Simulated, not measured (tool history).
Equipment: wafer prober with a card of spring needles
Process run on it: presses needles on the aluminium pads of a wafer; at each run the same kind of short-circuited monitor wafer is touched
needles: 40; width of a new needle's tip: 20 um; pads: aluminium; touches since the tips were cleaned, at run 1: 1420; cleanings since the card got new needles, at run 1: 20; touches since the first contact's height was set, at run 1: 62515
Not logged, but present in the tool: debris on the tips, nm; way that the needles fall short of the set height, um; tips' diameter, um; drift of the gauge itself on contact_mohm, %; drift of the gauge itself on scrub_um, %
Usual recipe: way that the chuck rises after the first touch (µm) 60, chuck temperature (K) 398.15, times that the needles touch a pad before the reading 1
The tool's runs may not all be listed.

run    hour  way that the chuck rises after the first touch (µm)  chuck temperature (K)  times that the needles touch a pad before the reading  touches since the tips were cleaned  cleanings since the card got new needles  touches since the first contact's height was set  resistance of one needle with its contact and lead (mohm)  way that a needle slides on the pad (µm)
  1     0.0                                                   60                 398.15                                                      1                                 1420                                        20                                             62515                                                        322                                     15.05
        4.8  -- tips cleaned on abrasive film
       14.4  -- tips cleaned on abrasive film
       24.0  -- tips cleaned on abrasive film
       36.0  -- tips cleaned on abrasive film
  2    40.4                                                   60                 398.15                                                      1                                 1270                                        24                                             74124                                                        323                                     15.00
       47.6  -- tips cleaned on abrasive film
       57.2  -- tips cleaned on abrasive film
       69.2  -- tips cleaned on abrasive film
       78.8  -- tips cleaned on abrasive film
  3    81.4                                                   60                 398.15                                                      1                                  740                                        28                                             85903                                                        319                                     14.92
       88.6  -- tips cleaned on abrasive film
       98.2  -- tips cleaned on abrasive film
      107.8  -- tips cleaned on abrasive film
      119.8  -- tips cleaned on abrasive film
  4   127.6                                                   60                 398.15                                                      1                                 2248                                        32                                             99194                                                        350                                     14.74
      130.0  -- tips cleaned on abrasive film
      142.0  -- tips cleaned on abrasive film
      151.6  -- tips cleaned on abrasive film
      161.2  -- tips cleaned on abrasive film
  5   163.5                                                   60                 352.15                                                      1                                  663                                        36                                            109518                                                        305                                     14.55
      173.1  -- tips cleaned on abrasive film
      185.1  -- tips cleaned on abrasive film
      194.7  -- tips cleaned on abrasive film
      204.3  -- tips cleaned on abrasive film
  6   206.9                                                   60                 352.15                                                      1                                  750                                        40                                            121997                                                        296                                     14.56
      214.2  -- tips cleaned on abrasive film
      223.8  -- tips cleaned on abrasive film
      235.7  -- tips cleaned on abrasive film
      245.4  -- tips cleaned on abrasive film
  7   249.5                                                   60                 299.15                                                      1                                 1214                                        44                                            134251                                                        311                                     14.45
      256.8  -- tips cleaned on abrasive film
      266.4  -- tips cleaned on abrasive film
      278.4  -- tips cleaned on abrasive film
      288.0  -- tips cleaned on abrasive film
  8   297.4                                                   60                 299.15                                                      1                                 2747                                        48                                            148037                                                        355                                     14.27
      299.9  -- tips cleaned on abrasive film
      309.5  -- tips cleaned on abrasive film
      319.1  -- tips cleaned on abrasive film
      331.1  -- tips cleaned on abrasive film
  9   338.5                                                   60                 398.15                                                      1                                 2150                                        52                                            159846                                                        356                                     14.12
      341.0  -- tips cleaned on abrasive film
      350.6  -- tips cleaned on abrasive film
      360.2  -- tips cleaned on abrasive film
      369.8  -- tips cleaned on abrasive film
      381.4  -- tips cleaned on abrasive film
 10   381.4                                                   60                 324.15                                                      1                                    0                                        57                                            172154                                                        266                                     13.99
      391.0  -- tips cleaned on abrasive film
      403.0  -- tips cleaned on abrasive film
      412.6  -- tips cleaned on abrasive film
 11   413.0                                                   60                 324.15                                                      1                                  103                                        60                                            181226                                                        268                                     13.86
      422.6  -- tips cleaned on abrasive film
      432.2  -- tips cleaned on abrasive film
      444.2  -- tips cleaned on abrasive film
      453.8  -- tips cleaned on abrasive film
 12   459.3                                                   60                 324.15                                                      1                                 1585                                        64                                            194544                                                        332                                     13.88
      461.9  -- height of the first contact set anew
      464.4  -- tips cleaned on abrasive film
      474.0  -- tips cleaned on abrasive film
      483.6  -- tips cleaned on abrasive film
      495.6  -- tips cleaned on abrasive film
      505.2  -- tips cleaned on abrasive film
      514.8  -- tips cleaned on abrasive film
 13   520.4                                                   60                 349.15                                                      2                                 1632                                        70                                             16810                                                        305                                     15.51
      525.3  -- tips cleaned on abrasive film
      534.9  -- tips cleaned on abrasive film
      546.9  -- tips cleaned on abrasive film
      556.5  -- tips cleaned on abrasive film
      566.1  -- tips cleaned on abrasive film
      578.1  -- tips cleaned on abrasive film
 14   578.1                                                   64                 360.15                                                      1                                    4                                        76                                             33370                                                        279                                     16.37
      589.9  -- tips cleaned on abrasive film
      599.5  -- tips cleaned on abrasive film
      611.5  -- tips cleaned on abrasive film
      621.1  -- tips cleaned on abrasive film
 15   630.4                                                   60                 398.15                                                      1                                 2708                                        80                                             48440                                                        379                                     15.09
      632.9  -- tips cleaned on abrasive film
      642.5  -- tips cleaned on abrasive film
      652.1  -- tips cleaned on abrasive film
      664.1  -- tips cleaned on abrasive film
      676.1  -- tips cleaned on abrasive film
      686.8  -- tips cleaned on abrasive film
 16   686.8                                                   60                 398.15                                                      1                                    0                                        86                                             64643                                                        291                                     15.01
      696.4  -- tips cleaned on abrasive film
      708.4  -- tips cleaned on abrasive film
      720.4  -- tips cleaned on abrasive film
      730.0  -- tips cleaned on abrasive film
      739.6  -- tips cleaned on abrasive film
 17   747.7                                                   60                 398.15                                                      1                                 2349                                        91                                             82171                                                        360                                     14.70
      750.2  -- tips cleaned on abrasive film
      759.8  -- tips cleaned on abrasive film
      771.8  -- tips cleaned on abrasive film
      782.4  -- tips cleaned on abrasive film
 18   782.4                                                   79                 309.15                                                      2                                    0                                        95                                             92132                                                        255                                     19.80
      794.4  -- tips cleaned on abrasive film
      806.4  -- tips cleaned on abrasive film
      816.0  -- tips cleaned on abrasive film
      828.0  -- tips cleaned on abrasive film
 19   828.7                                                   79                 309.15                                                      2                                  203                                        99                                            105443                                                        258                                     19.82
      838.3  -- tips cleaned on abrasive film
      847.9  -- tips cleaned on abrasive film
      857.5  -- tips cleaned on abrasive film
      869.5  -- tips cleaned on abrasive film
      879.1  -- tips cleaned on abrasive film
      889.0  -- tips cleaned on abrasive film
 20   889.0                                                   43                 379.15                                                      2                                    0                                       105                                            122788                                                        300                                     10.05
      901.0  -- tips cleaned on abrasive film
      913.0  -- tips cleaned on abrasive film
      925.0  -- tips cleaned on abrasive film
 21   929.8                                                   56                 398.15                                                      1                                 1382                                       108                                            134519                                                        368                                     13.49
      936.7  -- tips cleaned on abrasive film
      946.3  -- tips cleaned on abrasive film
      955.9  -- tips cleaned on abrasive film
      967.9  -- tips cleaned on abrasive film
      977.5  -- tips cleaned on abrasive film
      987.1  -- tips cleaned on abrasive film
 22   989.0                                                   56                 398.15                                                      1                                  568                                       114                                            151554                                                        320                                     13.05
      998.7  -- tips cleaned on abrasive film
     1010.6  -- tips cleaned on abrasive film
     1022.6  -- tips cleaned on abrasive film
     1032.2  -- tips cleaned on abrasive film
 23  1040.4                                                   49                 354.15                                                      1                                 2363                                       118                                            166336                                                        447                                     11.22
     1042.8  -- tips cleaned on abrasive film
     1054.8  -- tips cleaned on abrasive film
     1066.8  -- tips cleaned on abrasive film
 24  1068.5                                                   75                 308.15                                                      1                                  498                                       121                                            174424                                                        283                                     17.75

Predict each of these 3 candidate next runs independently; none follows another, all start after run 24:
     1078.1  -- tips cleaned on abrasive film
     1087.8  -- tips cleaned on abrasive film
     1099.7  -- tips cleaned on abrasive film
     1111.7  -- tips cleaned on abrasive film
  A  1119.5                                                   75                 322.15                                                      1                                 2255                                       125                                            189099                                                          ?                                         ?
     1078.1  -- tips cleaned on abrasive film
     1087.8  -- tips cleaned on abrasive film
     1099.7  -- tips cleaned on abrasive film
     1111.7  -- tips cleaned on abrasive film
  B  1119.5                                                   60                 398.15                                                      3                                 2255                                       125                                            189099                                                          ?                                         ?
     1078.1  -- tips cleaned on abrasive film
     1087.8  -- tips cleaned on abrasive film
     1099.7  -- tips cleaned on abrasive film
     1111.7  -- tips cleaned on abrasive film
  C  1119.5                                                   60                 372.15                                                      1                                 2255                                       125                                            189099                                                          ?                                         ?

run  resistance of one needle with its contact and lead (mohm)  way that a needle slides on the pad (µm)
  A                                                        330                                     17.91
  B                                                        329                                     13.77
  C                                                        385                                     13.81
With no hidden state in the tool, these same runs would have given:
run  resistance of one needle with its contact and lead (mohm)  way that a needle slides on the pad (µm)
  A                                                        254                                     19.69
  B                                                        283                                     15.53
  C                                                        272                                     15.58
